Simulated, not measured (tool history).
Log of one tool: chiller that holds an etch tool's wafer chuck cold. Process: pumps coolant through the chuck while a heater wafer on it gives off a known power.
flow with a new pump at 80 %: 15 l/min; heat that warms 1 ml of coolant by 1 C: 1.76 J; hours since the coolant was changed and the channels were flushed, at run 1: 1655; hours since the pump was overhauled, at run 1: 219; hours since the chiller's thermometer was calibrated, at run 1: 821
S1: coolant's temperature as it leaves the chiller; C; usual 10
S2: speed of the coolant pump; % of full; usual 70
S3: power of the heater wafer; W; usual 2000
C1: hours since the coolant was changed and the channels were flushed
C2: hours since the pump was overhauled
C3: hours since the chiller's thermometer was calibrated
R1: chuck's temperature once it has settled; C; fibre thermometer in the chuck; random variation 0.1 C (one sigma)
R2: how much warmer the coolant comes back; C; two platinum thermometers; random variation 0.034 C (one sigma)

Run 1, hour 0: usual settings; C1 1655; C2 219; C3 821. Result: R1 34.5 C, R2 5.23 C.
Run 2, hour 20.1: usual settings; C1 1676; C2 239; C3 841. Result: R1 34.3 C, R2 5.23 C.
Run 3, hour 37.7: usual settings; C1 1693; C2 257; C3 859. Result: R1 34.5 C, R2 5.16 C.
Run 4, hour 68.3: usual settings; C1 1724; C2 288; C3 889. Result: R1 34.4 C, R2 5.27 C.
Run 5, hour 92.2: usual settings; C1 1748; C2 311; C3 913. Result: R1 34.6 C, R2 5.23 C.
Run 6, hour 108.8: usual settings; C1 1764; C2 328; C3 930. Result: R1 34.2 C, R2 5.22 C.
Run 7, hour 121.8: usual settings; C1 1777; C2 341; C3 943. Result: R1 34.5 C, R2 5.2 C.
Run 8, hour 134.4: usual settings; C1 1790; C2 354; C3 955. Result: R1 34.7 C, R2 5.19 C.
Run 9, hour 161.2: usual settings; C1 1817; C2 380; C3 982. Result: R1 34.4 C, R2 5.24 C.
Run 10, hour 190.5: usual settings; C1 1846; C2 410; C3 1011. Result: R1 34.6 C, R2 5.2 C.
Run 11, hour 220.4: usual settings; C1 1876; C2 440; C3 1041. Result: R1 34.5 C, R2 5.21 C.
Run 12, hour 241.9: usual settings; C1 1897; C2 461; C3 1063. Result: R1 34.6 C, R2 5.21 C.
Run 13, hour 257.1: usual settings; C1 1912; C2 476; C3 1078. Result: R1 34.5 C, R2 5.24 C.
Run 14, hour 278.8: usual settings but S3 2845 W; C1 1934; C2 498; C3 1100. Result: R1 45 C, R2 7.39 C.
Run 15, hour 300.3: usual settings but S3 2845 W; C1 1956; C2 520; C3 1121. Result: R1 44.9 C, R2 7.53 C.
Run 16, hour 317.9: usual settings but S3 2845 W; C1 1973; C2 537; C3 1139. Result: R1 45 C, R2 7.45 C.
Run 17, hour 331.2: usual settings but S3 2845 W; C1 1987; C2 550; C3 1152. Result: R1 45.1 C, R2 7.49 C.
Run 18, hour 353.5: usual settings but S3 1409 W; C1 2009; C2 573; C3 1174. Result: R1 27.3 C, R2 3.69 C.
Run 19, hour 368.6: usual settings but S1 16 C, S2 60 % of full, S3 1409 W; C1 2024; C2 588; C3 1189. Result: R1 36 C, R2 4.27 C.
Run 20, hour 389.8: usual settings but S1 7 C, S2 89 % of full, S3 2269 W; C1 2045; C2 609; C3 1211. Result: R1 29.7 C, R2 4.73 C.
At hour 396.1: coolant pump overhauled.
Run 21, hour 422.9: usual settings but S2 77 % of full, S3 1356 W; C1 2073; C2 27; C3 1239. Result: R1 25.3 C, R2 3.22 C.
Run 22, hour 445.3: usual settings but S2 77 % of full, S3 1356 W; C1 2096; C2 49; C3 1261. Result: R1 25.3 C, R2 3.23 C.
At hour 464.9: coolant pump overhauled, once more.
Run 23, hour 480.4: usual settings but S1 8 C, S3 2859 W; C1 2126; C2 16; C3 1291. Result: R1 43 C, R2 7.47 C.
Run 24, hour 501: usual settings but S1 6 C; C1 2146; C2 36; C3 1312. Result: R1 30.6 C, R2 5.15 C.
Run 25, hour 521.8: usual settings but S1 6 C; C1 2167; C2 57; C3 1333. Result: R1 30.4 C, R2 5.21 C.
Run 26, hour 549.2: usual settings but S1 19 C, S3 1229 W; C1 2195; C2 84; C3 1360. Result: R1 34 C, R2 3.17 C.
Run 27, hour 565: usual settings but S1 7 C, S2 95 % of full; C1 2210; C2 100; C3 1376. Result: R1 26 C, R2 3.92 C.
Run 28, hour 589.1: usual settings but S1 7 C, S2 95 % of full; C1 2235; C2 124; C3 1400. Result: R1 25.8 C, R2 3.91 C.
Run 29, hour 612: usual settings but S1 15 C, S2 93 % of full, S3 1225 W; C1 2257; C2 147; C3 1423. Result: R1 26.9 C, R2 2.36 C.
Run 30, hour 630.1: usual settings but S2 93 % of full; C1 2276; C2 165; C3 1441. Result: R1 29.3 C, R2 3.97 C.
Run 31, hour 648.4: usual settings but S2 93 % of full; C1 2294; C2 184; C3 1459. Result: R1 29.3 C, R2 3.98 C.
Run 32, hour 664.6: usual settings but S2 100 % of full, S3 2412 W; C1 2310; C2 200; C3 1475. Result: R1 32 C, R2 4.53 C.

3 ways to go on from here, each from the tool as it stands after run 32. What would each give?
Run A, hour 677.9: usual settings but S3 2626 W; C1 2323; C2 213; C3 1489. Result: R1 ?, R2 ?.
Run B, hour 677.9: usual settings but S1 9 C, S2 64 % of full, S3 1966 W; C1 2323; C2 213; C3 1489. Result: R1 ?, R2 ?.
Run C, hour 677.9: usual settings but S1 17 C, S2 100 % of full, S3 2412 W; C1 2323; C2 213; C3 1489. Result: R1 ?, R2 ?.

run    R1    R2
  A  42.5   6.9
  B  35.2  5.55
  C  38.8  4.48
Without the tool's hidden state the same runs would have given:
run    R1    R2
  A  40.9  6.85
  B  33.9  5.51
  C  37.8  4.44
